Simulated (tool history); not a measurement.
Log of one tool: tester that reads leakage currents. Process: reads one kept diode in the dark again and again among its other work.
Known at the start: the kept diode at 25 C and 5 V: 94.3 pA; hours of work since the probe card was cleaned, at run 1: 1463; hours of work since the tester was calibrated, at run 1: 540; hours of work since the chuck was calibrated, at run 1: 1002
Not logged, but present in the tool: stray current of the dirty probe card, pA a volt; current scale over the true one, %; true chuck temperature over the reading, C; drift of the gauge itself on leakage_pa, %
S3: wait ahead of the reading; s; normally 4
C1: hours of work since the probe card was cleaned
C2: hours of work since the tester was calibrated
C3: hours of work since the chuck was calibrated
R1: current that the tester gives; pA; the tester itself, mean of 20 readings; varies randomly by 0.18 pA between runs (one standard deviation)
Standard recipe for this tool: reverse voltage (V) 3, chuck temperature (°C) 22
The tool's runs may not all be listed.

{"run": 1, "hour": 0.0, "reverse voltage (V)": 3, "chuck temperature (°C)": 22, "S3": 4, "C1": 1463, "C2": 540, "C3": 1002, "R1": 58.14}
{"run": 2, "hour": 23.4, "reverse voltage (V)": 3, "chuck temperature (°C)": 22, "S3": 0.49, "C1": 1473, "C2": 551, "C3": 1012, "R1": 58.89}
{"run": 3, "hour": 47.8, "reverse voltage (V)": 3, "chuck temperature (°C)": 22, "S3": 0.86, "C1": 1484, "C2": 561, "C3": 1022, "R1": 58.79}
{"run": 4, "hour": 79.3, "reverse voltage (V)": 2.2, "chuck temperature (°C)": 22, "S3": 4, "C1": 1497, "C2": 575, "C3": 1036, "R1": 51.16}
{"run": 5, "hour": 94.2, "reverse voltage (V)": 3, "chuck temperature (°C)": 22, "S3": 3.22, "C1": 1504, "C2": 581, "C3": 1042, "R1": 58.12}
{"run": 6, "hour": 114.3, "reverse voltage (V)": 3, "chuck temperature (°C)": 22, "S3": 3.22, "C1": 1512, "C2": 590, "C3": 1051, "R1": 58.72}
{"run": 7, "hour": 139.6, "reverse voltage (V)": 3, "chuck temperature (°C)": 22, "S3": 4, "C1": 1523, "C2": 601, "C3": 1062, "R1": 58.58}
{"run": 8, "hour": 168.3, "reverse voltage (V)": 3, "chuck temperature (°C)": 22, "S3": 4, "C1": 1536, "C2": 613, "C3": 1074, "R1": 58.12}
{"run": 9, "hour": 199.2, "reverse voltage (V)": 3, "chuck temperature (°C)": 22, "S3": 4, "C1": 1549, "C2": 626, "C3": 1088, "R1": 58.85}
{"run": 10, "hour": 230.0, "reverse voltage (V)": 3, "chuck temperature (°C)": 24, "S3": 4, "C1": 1562, "C2": 640, "C3": 1101, "R1": 69.29}
{"run": 11, "hour": 263.4, "reverse voltage (V)": 3, "chuck temperature (°C)": 24, "S3": 4, "C1": 1577, "C2": 654, "C3": 1115, "R1": 68.85}
{"run": 12, "hour": 280.9, "reverse voltage (V)": 3, "chuck temperature (°C)": 24, "S3": 0.67, "C1": 1584, "C2": 662, "C3": 1123, "R1": 69.65}
{"run": 13, "hour": 297.8, "reverse voltage (V)": 3, "chuck temperature (°C)": 60, "S3": 4, "C1": 1592, "C2": 669, "C3": 1130, "R1": 1080.4}
{"run": 14, "hour": 321.7, "reverse voltage (V)": 3, "chuck temperature (°C)": 60, "S3": 4, "C1": 1602, "C2": 679, "C3": 1140, "R1": 1079.82}
{"run": 15, "hour": 349.2, "reverse voltage (V)": 3, "chuck temperature (°C)": 60, "S3": 3.15, "C1": 1614, "C2": 691, "C3": 1152, "R1": 1077.05}
{"run": 16, "hour": 379.6, "reverse voltage (V)": 3, "chuck temperature (°C)": 60, "S3": 3.15, "C1": 1627, "C2": 704, "C3": 1165, "R1": 1077.86}
{"run": 17, "hour": 403.2, "reverse voltage (V)": 3, "chuck temperature (°C)": 22, "S3": 4, "C1": 1637, "C2": 714, "C3": 1176, "R1": 58.36}
{"run": 18, "hour": 419.3, "reverse voltage (V)": 1.04, "chuck temperature (°C)": 52, "S3": 0.58, "C1": 1644, "C2": 721, "C3": 1183, "R1": 387.59}
{"run": 19, "hour": 434.5, "reverse voltage (V)": 1.04, "chuck temperature (°C)": 52, "S3": 0.58, "C1": 1650, "C2": 728, "C3": 1189, "R1": 387.14}
{"hour": 451.8, "done": "probe card cleaned and baked"}
{"run": 20, "hour": 452.1, "reverse voltage (V)": 1.15, "chuck temperature (°C)": 22, "S3": 1.38, "C1": 0, "C2": 734, "C3": 1195, "R1": 38.18}
{"run": 21, "hour": 474.6, "reverse voltage (V)": 3.78, "chuck temperature (°C)": 27, "S3": 7.5, "C1": 10, "C2": 744, "C3": 1205, "R1": 98.6}
{"run": 22, "hour": 488.8, "reverse voltage (V)": 3.78, "chuck temperature (°C)": 27, "S3": 7.5, "C1": 16, "C2": 750, "C3": 1211, "R1": 99.07}
{"run": 23, "hour": 522.2, "reverse voltage (V)": 18.33, "chuck temperature (°C)": 52, "S3": 4, "C1": 30, "C2": 764, "C3": 1226, "R1": 1360.27}
{"run": 24, "hour": 537.9, "reverse voltage (V)": 3, "chuck temperature (°C)": 20, "S3": 5.46, "C1": 37, "C2": 771, "C3": 1232, "R1": 49.09}
{"run": 25, "hour": 570.5, "reverse voltage (V)": 3, "chuck temperature (°C)": 20, "S3": 5.46, "C1": 51, "C2": 785, "C3": 1246, "R1": 49.05}
{"run": 26, "hour": 586.1, "reverse voltage (V)": 3, "chuck temperature (°C)": 20, "S3": 1.09, "C1": 58, "C2": 792, "C3": 1253, "R1": 49.43}
{"run": 27, "hour": 600.7, "reverse voltage (V)": 3, "chuck temperature (°C)": 24, "S3": 1.09, "C1": 64, "C2": 798, "C3": 1260, "R1": 69.79}
{"hour": 612.8, "done": "chuck's temperature calibrated"}
{"run": 28, "hour": 619.4, "reverse voltage (V)": 3, "chuck temperature (°C)": 24, "S3": 1.09, "C1": 71, "C2": 805, "C3": 3, "R1": 69.82}
{"run": 29, "hour": 634.3, "reverse voltage (V)": 4.28, "chuck temperature (°C)": 43, "S3": 0.35, "C1": 78, "C2": 812, "C3": 9, "R1": 370.76}
{"run": 30, "hour": 659.0, "reverse voltage (V)": 4.28, "chuck temperature (°C)": 43, "S3": 0.35, "C1": 89, "C2": 823, "C3": 20, "R1": 374.27}
{"run": 31, "hour": 677.9, "reverse voltage (V)": 4.28, "chuck temperature (°C)": 43, "S3": 0.35, "C1": 97, "C2": 831, "C3": 28, "R1": 372.58}
{"run": 32, "hour": 692.1, "reverse voltage (V)": 4.28, "chuck temperature (°C)": 43, "S3": 0.35, "C1": 103, "C2": 837, "C3": 34, "R1": 372.92}

Predict the results of run 33:
{"run": 33, "hour": 709.6, "reverse voltage (V)": 1.74, "chuck temperature (°C)": 39, "S3": 0.35, "C1": 110, "C2": 844, "C3": 42, "R1": "?"}

R1: 184.88 pA
Were there no unlogged condition in the tool, this run, its random variation unchanged, would have produced R1 184.89 pA.
